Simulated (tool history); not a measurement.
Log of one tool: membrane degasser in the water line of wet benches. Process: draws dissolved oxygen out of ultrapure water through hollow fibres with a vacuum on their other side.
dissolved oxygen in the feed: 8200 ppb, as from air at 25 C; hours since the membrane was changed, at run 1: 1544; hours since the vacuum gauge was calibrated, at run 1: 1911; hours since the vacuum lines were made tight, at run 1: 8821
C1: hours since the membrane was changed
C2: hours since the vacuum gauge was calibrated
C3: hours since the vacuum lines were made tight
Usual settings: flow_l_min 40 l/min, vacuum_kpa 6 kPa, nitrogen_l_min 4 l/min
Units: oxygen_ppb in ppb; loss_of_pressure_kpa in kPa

Run 1, hour 0: usual settings; C1 1544; C2 1911; C3 8821. Result: oxygen_ppb 101.3 ppb, loss_of_pressure_kpa 59 kPa.
Run 2, hour 49.9: usual settings; C1 1594; C2 1961; C3 8871. Result: oxygen_ppb 103.6 ppb, loss_of_pressure_kpa 58.5 kPa.
Run 3, hour 106.7: usual settings; C1 1651; C2 2018; C3 8928. Result: oxygen_ppb 100.2 ppb, loss_of_pressure_kpa 58.98 kPa.
Run 4, hour 164.8: usual settings; C1 1709; C2 2076; C3 8986. Result: oxygen_ppb 100.6 ppb, loss_of_pressure_kpa 58.72 kPa.
Run 5, hour 217.5: usual settings but vacuum_kpa 10.24 kPa; C1 1761; C2 2128; C3 9038. Result: oxygen_ppb 197.8 ppb, loss_of_pressure_kpa 58.98 kPa.
Run 6, hour 257.1: usual settings but vacuum_kpa 10.24 kPa; C1 1801; C2 2168; C3 9078. Result: oxygen_ppb 201.4 ppb, loss_of_pressure_kpa 58.74 kPa.
Run 7, hour 291.6: usual settings but flow_l_min 33 l/min, vacuum_kpa 7.33 kPa, nitrogen_l_min 5.2 l/min; C1 1836; C2 2202; C3 9113. Result: oxygen_ppb 89.6 ppb, loss_of_pressure_kpa 48.83 kPa.
Run 8, hour 323: usual settings but flow_l_min 33 l/min, vacuum_kpa 7.33 kPa, nitrogen_l_min 5.2 l/min; C1 1867; C2 2234; C3 9144. Result: oxygen_ppb 89 ppb, loss_of_pressure_kpa 48.88 kPa.
Run 9, hour 366.2: usual settings but flow_l_min 33 l/min, vacuum_kpa 7.33 kPa, nitrogen_l_min 5.2 l/min; C1 1910; C2 2277; C3 9187. Result: oxygen_ppb 86.9 ppb, loss_of_pressure_kpa 48.72 kPa.
Run 10, hour 411.8: usual settings but flow_l_min 31 l/min, nitrogen_l_min 2.43 l/min; C1 1956; C2 2323; C3 9233. Result: oxygen_ppb 105.6 ppb, loss_of_pressure_kpa 45.86 kPa.
Run 11, hour 463.4: usual settings but flow_l_min 64 l/min, vacuum_kpa 9.59 kPa, nitrogen_l_min 1.7 l/min; C1 2007; C2 2374; C3 9284. Result: oxygen_ppb 539.8 ppb, loss_of_pressure_kpa 93.8 kPa.

5 ways to go on from here, each from the tool as it stands after run 11. What would each give?
Run A, hour 511.1: usual settings but flow_l_min 64 l/min, vacuum_kpa 5.24 kPa, nitrogen_l_min 4.11 l/min; C1 2055; C2 2422; C3 9332. Result: oxygen_ppb ?, loss_of_pressure_kpa ?.
Run B, hour 511.1: usual settings but vacuum_kpa 9.59 kPa, nitrogen_l_min 1.88 l/min; C1 2055; C2 2422; C3 9332. Result: oxygen_ppb ?, loss_of_pressure_kpa ?.
Run C, hour 511.1: usual settings but flow_l_min 56 l/min, vacuum_kpa 6.47 kPa, nitrogen_l_min 6.88 l/min; C1 2055; C2 2422; C3 9332. Result: oxygen_ppb ?, loss_of_pressure_kpa ?.
Run D, hour 511.1: usual settings but vacuum_kpa 13.18 kPa, nitrogen_l_min 5.65 l/min; C1 2055; C2 2422; C3 9332. Result: oxygen_ppb ?, loss_of_pressure_kpa ?.
Run E, hour 511.1: usual settings but flow_l_min 27 l/min, nitrogen_l_min 3.79 l/min; C1 2055; C2 2422; C3 9332. Result: oxygen_ppb ?, loss_of_pressure_kpa ?.

run  oxygen_ppb  loss_of_pressure_kpa
  A       149.2                 94.35
  B       331.4                 58.99
  C       125.3                  82.6
  D       201.5                 58.82
  E        65.9                 39.75
Without the tool's hidden state the same runs would have given:
run  oxygen_ppb  loss_of_pressure_kpa
  A       149.2                 94.35
  B       331.4                 58.99
  C       125.2                  82.6
  D       201.5                 58.82
  E        65.9                 39.75
